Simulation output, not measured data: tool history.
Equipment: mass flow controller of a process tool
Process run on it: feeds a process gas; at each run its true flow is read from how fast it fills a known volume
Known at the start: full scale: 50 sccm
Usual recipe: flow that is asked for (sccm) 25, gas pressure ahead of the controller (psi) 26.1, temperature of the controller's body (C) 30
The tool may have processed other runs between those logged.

run      day  flow that is asked for (sccm)  gas pressure ahead of the controller (psi)  temperature of the controller's body (C)  true flow (%)
  1        0                             25                                        26.1                                        30          98.57
  2    5.558                             25                                        26.1                                        30          98.52
  3   11.896                             25                                        26.1                                        30           98.6
  4   16.242                             30                                        26.1                                        30          98.96
  5   20.279                             25                                        26.1                                        30          98.55
  6   25.225                             25                                        27.3                                        30          98.58
  7   31.529                             25                                        27.3                                        30          98.61
  8   36.067                             25                                        27.3                                        30          98.57
  9   41.462                             25                                        27.3                                        30           98.5
 10   44.367                             40                                        26.1                                        30          99.26
 11   47.579                             40                                        26.1                                        30          99.42
 12   50.271                             40                                        26.1                                        30          99.53
 13   54.362                             40                                        26.1                                        30          99.58
 14   58.604                             25                                        22.8                                        30          98.52
 15   64.004                             25                                        26.1                                        30          98.65
 16    68.15                             11                                        29.2                                        20          97.68
 17   71.575                             44                                          21                                        36          99.66
 18   76.325                             44                                          21                                        36          99.73
 19   81.517                             25                                        21.8                                        24          98.24
 20   85.292                              6                                        24.7                                        30          97.66
 21   90.033                             14                                        33.5                                        21          98.02
 22   93.538                             14                                        33.5                                        21             98
 23   96.171                             25                                        27.4                                        23           98.5
 24   99.783                             25                                        27.4                                        23          98.46
 25  102.729                             25                                        27.4                                        23          98.52
 26  108.562                             32                                        26.1                                        32          99.14
 27  111.846                             32                                        26.1                                        32          98.97
 28  115.742                             23                                        26.1                                        35          98.61
 29    118.4                              7                                        26.1                                        30          97.59
 30  121.329                              7                                        26.1                                        30           97.5

Alternative continuations, all from the tool just after run 30; predict every row:
  A  125.767                             11                                          31                                        27              ?
  B  125.767                             50                                        33.4                                        30              ?
  C  125.767                             23                                        26.1                                        30              ?

run  true flow (%)
  A          97.77
  B          100.2
  C           98.6
Had the tool no hidden state, the same runs would have come out as:
run  true flow (%)
  A          97.77
  B          100.2
  C           98.6
